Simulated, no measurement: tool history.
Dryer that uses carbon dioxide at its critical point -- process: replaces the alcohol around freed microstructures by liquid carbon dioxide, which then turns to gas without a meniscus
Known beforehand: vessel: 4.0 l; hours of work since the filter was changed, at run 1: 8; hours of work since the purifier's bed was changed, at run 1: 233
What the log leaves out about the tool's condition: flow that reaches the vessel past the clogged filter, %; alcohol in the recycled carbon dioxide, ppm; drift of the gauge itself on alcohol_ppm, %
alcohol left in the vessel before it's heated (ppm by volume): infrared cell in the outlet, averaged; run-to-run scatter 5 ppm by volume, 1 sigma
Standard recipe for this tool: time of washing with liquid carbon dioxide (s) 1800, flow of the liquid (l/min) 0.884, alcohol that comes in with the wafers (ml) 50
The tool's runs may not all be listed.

run	hour	time of washing with liquid carbon dioxide (s)	flow of the liquid (l/min)	alcohol that comes in with the wafers (ml)	hours of work since the filter was changed	hours of work since the purifier's bed was changed	alcohol left in the vessel before it's heated (ppm by volume)
1	0.0	1800	0.884	50	8	233	72
2	36.2	1800	0.884	50	35	259	74
3	69.4	1800	1.171	50	59	284	44
4	103.1	1800	1.171	50	83	308	55
5	126.0	1800	1.171	50	100	325	52
6	158.1	2100	0.884	50	124	348	69
7	177.2	2100	0.884	50	137	362	73
8	198.5	1800	0.884	50	153	378	101
9	220.8	1800	0.884	50	169	394	98
10	254.6	1800	0.884	50	194	418	106
11	285.1	1800	0.884	50	216	441	118
12	303.1	1800	0.884	50	229	454	109
13	335.5	1800	0.884	50	253	477	124
14	362.8	1800	0.884	50	273	497	120
15	399.1	1800	0.884	50	299	524	130
# hour 424.1: inlet filter changed
16	443.3	1800	0.884	50	14	555	110
17	468.5	1800	0.884	50	32	573	122
18	509.0	1800	0.884	50	62	603	132
19	544.2	1140	0.790	83	87	629	822
20	571.0	1140	0.790	83	107	648	851
21	597.7	1140	0.790	83	126	668	869
22	615.7	1800	0.884	89	140	681	169
23	647.9	1800	0.884	89	163	704	183
24	678.9	1860	0.767	89	186	727	255
25	713.3	1200	1.228	50	211	752	185
26	732.9	1200	0.905	120	225	766	758
27	759.3	1260	1.378	105	244	785	184
28	792.5	1800	0.884	30	268	809	144
29	822.2	1800	0.591	32	290	831	330
30	855.4	1800	0.641	50	314	855	374
# hour 859.1: inlet filter changed
31	875.6	1800	0.925	50	12	869	152
32	897.4	1800	0.642	50	28	885	279
33	926.1	1260	0.974	116	49	906	425
34	945.6	1800	1.199	45	63	920	149
35	979.3	1800	1.199	45	88	945	132
36	1017.8	1260	0.799	58	116	973	505

For some of the steps in alcohol left in the vessel before it's heated (ppm by volume) from one run to the next: how much would appear even if the tool had no hidden state, given the settings, what came in and random variation, and how much remains for the hidden state plus any gauge scatter that the measured result and the result without hidden state don't share?
Run 18 -> 19: time of washing with liquid carbon dioxide (s) 1800 -> 1140, flow of the liquid (l/min) 0.884 -> 0.790, alcohol that comes in with the wafers (ml) 50 -> 83. alcohol left in the vessel before it's heated (ppm by volume) +690: hidden state +72, all else +618.
Run 21 -> 22: time of washing with liquid carbon dioxide (s) 1140 -> 1800, flow of the liquid (l/min) 0.790 -> 0.884, alcohol that comes in with the wafers (ml) 83 -> 89. alcohol left in the vessel before it's heated (ppm by volume) -700: hidden state -91, all else -609.
Run 25 -> 26: flow of the liquid (l/min) 1.228 -> 0.905, alcohol that comes in with the wafers (ml) 50 -> 120. alcohol left in the vessel before it's heated (ppm by volume) +573: hidden state +150, all else +423.
Run 26 -> 27: time of washing with liquid carbon dioxide (s) 1200 -> 1260, flow of the liquid (l/min) 0.905 -> 1.378, alcohol that comes in with the wafers (ml) 120 -> 105. alcohol left in the vessel before it's heated (ppm by volume) -574: hidden state -147, all else -427.
